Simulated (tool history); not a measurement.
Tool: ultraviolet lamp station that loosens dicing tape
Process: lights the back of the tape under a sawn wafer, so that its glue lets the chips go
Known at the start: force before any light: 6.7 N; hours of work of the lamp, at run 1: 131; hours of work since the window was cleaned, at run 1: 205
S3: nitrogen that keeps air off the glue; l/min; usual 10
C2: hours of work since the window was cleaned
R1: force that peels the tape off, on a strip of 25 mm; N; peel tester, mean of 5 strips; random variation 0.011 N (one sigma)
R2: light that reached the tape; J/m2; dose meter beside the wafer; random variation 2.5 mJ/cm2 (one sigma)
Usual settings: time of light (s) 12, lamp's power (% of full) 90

run 1 day=0 | time_of_light_(s)=12 lamp's_power_(%_of_full)=90 S3=10 | hours_of_work_of_the_lamp=131 C2=205 | R1=0.618 R2=2700
run 2 day=2.267 | time_of_light_(s)=12 lamp's_power_(%_of_full)=90 S3=10 | hours_of_work_of_the_lamp=161 C2=234 | R1=0.632 R2=2700
run 3 day=4.196 | time_of_light_(s)=12 lamp's_power_(%_of_full)=90 S3=16 | hours_of_work_of_the_lamp=186 C2=259 | R1=0.458 R2=2680
run 4 day=6.088 | time_of_light_(s)=12 lamp's_power_(%_of_full)=90 S3=16 | hours_of_work_of_the_lamp=210 C2=284 | R1=0.447 R2=2680
run 5 day=7.617 | time_of_light_(s)=16 lamp's_power_(%_of_full)=90 S3=10 | hours_of_work_of_the_lamp=230 C2=304 | R1=0.364 R2=3500
run 6 day=8.754 | time_of_light_(s)=16 lamp's_power_(%_of_full)=78 S3=10 | hours_of_work_of_the_lamp=245 C2=318 | R1=0.501 R2=3010
run 7 day=10.5 | time_of_light_(s)=16 lamp's_power_(%_of_full)=78 S3=10 | hours_of_work_of_the_lamp=268 C2=341 | R1=0.528 R2=2980
run 8 day=11.688 | time_of_light_(s)=22 lamp's_power_(%_of_full)=90 S3=10 | hours_of_work_of_the_lamp=283 C2=356 | R1=0.161 R2=4730
run 9 day=13.508 | time_of_light_(s)=12 lamp's_power_(%_of_full)=88 S3=10 | hours_of_work_of_the_lamp=307 C2=380 | R1=0.766 R2=2530
run 10 day=14.612 | time_of_light_(s)=12 lamp's_power_(%_of_full)=88 S3=10 | hours_of_work_of_the_lamp=321 C2=394 | R1=0.767 R2=2430
run 11 day=15.775 | time_of_light_(s)=12 lamp's_power_(%_of_full)=88 S3=10 | hours_of_work_of_the_lamp=336 C2=409 | R1=0.806 R2=2490
run 12 day=17.554 | time_of_light_(s)=12 lamp's_power_(%_of_full)=88 S3=10 | hours_of_work_of_the_lamp=359 C2=432 | R1=0.803 R2=2430
run 13 day=18.867 | time_of_light_(s)=12 lamp's_power_(%_of_full)=88 S3=10 | hours_of_work_of_the_lamp=376 C2=450 | R1=0.804 R2=2420
run 14 day=20.438 | time_of_light_(s)=12 lamp's_power_(%_of_full)=88 S3=9 | hours_of_work_of_the_lamp=397 C2=470 | R1=0.921 R2=2360
run 15 day=22.612 | time_of_light_(s)=12 lamp's_power_(%_of_full)=88 S3=9 | hours_of_work_of_the_lamp=425 C2=498 | R1=0.948 R2=2350
run 16 day=23.596 | time_of_light_(s)=12 lamp's_power_(%_of_full)=95 S3=10 | hours_of_work_of_the_lamp=437 C2=511 | R1=0.746 R2=2500
run 17 day=25.708 | time_of_light_(s)=12 lamp's_power_(%_of_full)=95 S3=10 | hours_of_work_of_the_lamp=465 C2=538 | R1=0.745 R2=2530
run 18 day=26.812 | time_of_light_(s)=12 lamp's_power_(%_of_full)=90 S3=10 | hours_of_work_of_the_lamp=479 C2=553 | R1=0.857 R2=2380
run 19 day=28.817 | time_of_light_(s)=12 lamp's_power_(%_of_full)=90 S3=10 | hours_of_work_of_the_lamp=505 C2=579 | R1=0.877 R2=2350
run 20 day=30.167 | time_of_light_(s)=12 lamp's_power_(%_of_full)=90 S3=10 | hours_of_work_of_the_lamp=523 C2=596 | R1=0.892 R2=2310
run 21 day=31.571 | time_of_light_(s)=12 lamp's_power_(%_of_full)=90 S3=10 | hours_of_work_of_the_lamp=541 C2=614 | R1=0.916 R2=2300
run 22 day=32.812 | time_of_light_(s)=12 lamp's_power_(%_of_full)=90 S3=10 | hours_of_work_of_the_lamp=557 C2=630 | R1=0.899 R2=2280
-- day=33.042 window cleaned of glue's vapour
run 23 day=33.833 | time_of_light_(s)=15 lamp's_power_(%_of_full)=90 S3=10 | hours_of_work_of_the_lamp=570 C2=10 | R1=0.404 R2=3390
run 24 day=36.117 | time_of_light_(s)=18 lamp's_power_(%_of_full)=98 S3=10 | hours_of_work_of_the_lamp=600 C2=40 | R1=0.189 R2=4300
run 25 day=37.108 | time_of_light_(s)=8 lamp's_power_(%_of_full)=92 S3=10 | hours_of_work_of_the_lamp=613 C2=53 | R1=1.416 R2=1800
run 26 day=38.912 | time_of_light_(s)=12 lamp's_power_(%_of_full)=90 S3=10 | hours_of_work_of_the_lamp=636 C2=76 | R1=0.71 R2=2600
run 27 day=40.625 | time_of_light_(s)=12 lamp's_power_(%_of_full)=65 S3=9 | hours_of_work_of_the_lamp=658 C2=98 | R1=1.413 R2=1840
run 28 day=42.042 | time_of_light_(s)=20 lamp's_power_(%_of_full)=69 S3=10 | hours_of_work_of_the_lamp=677 C2=117 | R1=0.429 R2=3260
run 29 day=43.117 | time_of_light_(s)=6 lamp's_power_(%_of_full)=92 S3=7 | hours_of_work_of_the_lamp=690 C2=131 | R1=2.453 R2=1270
run 30 day=44.933 | time_of_light_(s)=12 lamp's_power_(%_of_full)=66 S3=10 | hours_of_work_of_the_lamp=714 C2=154 | R1=1.324 R2=1850
run 31 day=46.038 | time_of_light_(s)=12 lamp's_power_(%_of_full)=78 S3=11 | hours_of_work_of_the_lamp=728 C2=169 | R1=0.928 R2=2140
run 32 day=47.712 | time_of_light_(s)=12 lamp's_power_(%_of_full)=78 S3=11 | hours_of_work_of_the_lamp=750 C2=190 | R1=0.935 R2=2170
run 33 day=49.283 | time_of_light_(s)=16 lamp's_power_(%_of_full)=63 S3=10 | hours_of_work_of_the_lamp=771 C2=211 | R1=0.922 R2=2270
run 34 day=50.792 | time_of_light_(s)=19 lamp's_power_(%_of_full)=88 S3=7 | hours_of_work_of_the_lamp=790 C2=230 | R1=0.442 R2=3800
run 35 day=52.608 | time_of_light_(s)=12 lamp's_power_(%_of_full)=90 S3=6 | hours_of_work_of_the_lamp=814 C2=254 | R1=1.202 R2=2370
run 36 day=54.704 | time_of_light_(s)=12 lamp's_power_(%_of_full)=93 S3=5 | hours_of_work_of_the_lamp=841 C2=281 | R1=1.31 R2=2460
run 37 day=56.821 | time_of_light_(s)=12 lamp's_power_(%_of_full)=95 S3=5 | hours_of_work_of_the_lamp=868 C2=309 | R1=1.29 R2=2480
run 38 day=58.188 | time_of_light_(s)=11 lamp's_power_(%_of_full)=90 S3=10 | hours_of_work_of_the_lamp=886 C2=326 | R1=1.05 R2=2150
run 39 day=60.171 | time_of_light_(s)=6 lamp's_power_(%_of_full)=91 S3=11 | hours_of_work_of_the_lamp=912 C2=352 | R1=2.28 R2=1120
run 40 day=61.179 | time_of_light_(s)=6 lamp's_power_(%_of_full)=97 S3=11 | hours_of_work_of_the_lamp=925 C2=365 | R1=2.156 R2=1250
run 41 day=63.229 | time_of_light_(s)=13 lamp's_power_(%_of_full)=65 S3=13 | hours_of_work_of_the_lamp=951 C2=392 | R1=1.165 R2=1790
run 42 day=64.562 | time_of_light_(s)=22 lamp's_power_(%_of_full)=84 S3=3 | hours_of_work_of_the_lamp=969 C2=409 | R1=0.923 R2=3860
run 43 day=65.567 | time_of_light_(s)=12 lamp's_power_(%_of_full)=76 S3=3 | hours_of_work_of_the_lamp=982 C2=422 | R1=2.46 R2=1900
run 44 day=66.812 | time_of_light_(s)=12 lamp's_power_(%_of_full)=76 S3=3 | hours_of_work_of_the_lamp=998 C2=438 | R1=2.47 R2=1870

Some steps in R1 between neighbouring runs. How much of each would the tool show without its hidden state too (settings, what came in, random variation), and how much is left for the hidden state, with any gauge scatter that isn't in both results?
The hidden state here: lamp's light, % of a new lamp's; light that the window lets through, % of a clean one's; drift of the gauge itself on peel_n, %; drift of the gauge itself on dose_mj_cm2, %.
Run 22 -> 23: time of light (s) 12 -> 15, window cleaned of glue's vapour. R1 -0.495 N: hidden state -0.295, all else -0.2.
Run 28 -> 29: time of light (s) 20 -> 6, lamp's power (% of full) 69 -> 92, S3 10 -> 7. R1 +2.024 N: hidden state +0.258, all else +1.766.
Run 38 -> 39: time of light (s) 11 -> 6, lamp's power (% of full) 90 -> 91, S3 10 -> 11. R1 +1.23 N: hidden state +0.205, all else +1.025.
Run 42 -> 43: time of light (s) 22 -> 12, lamp's power (% of full) 84 -> 76. R1 +1.537 N: hidden state +0.278, all else +1.259.

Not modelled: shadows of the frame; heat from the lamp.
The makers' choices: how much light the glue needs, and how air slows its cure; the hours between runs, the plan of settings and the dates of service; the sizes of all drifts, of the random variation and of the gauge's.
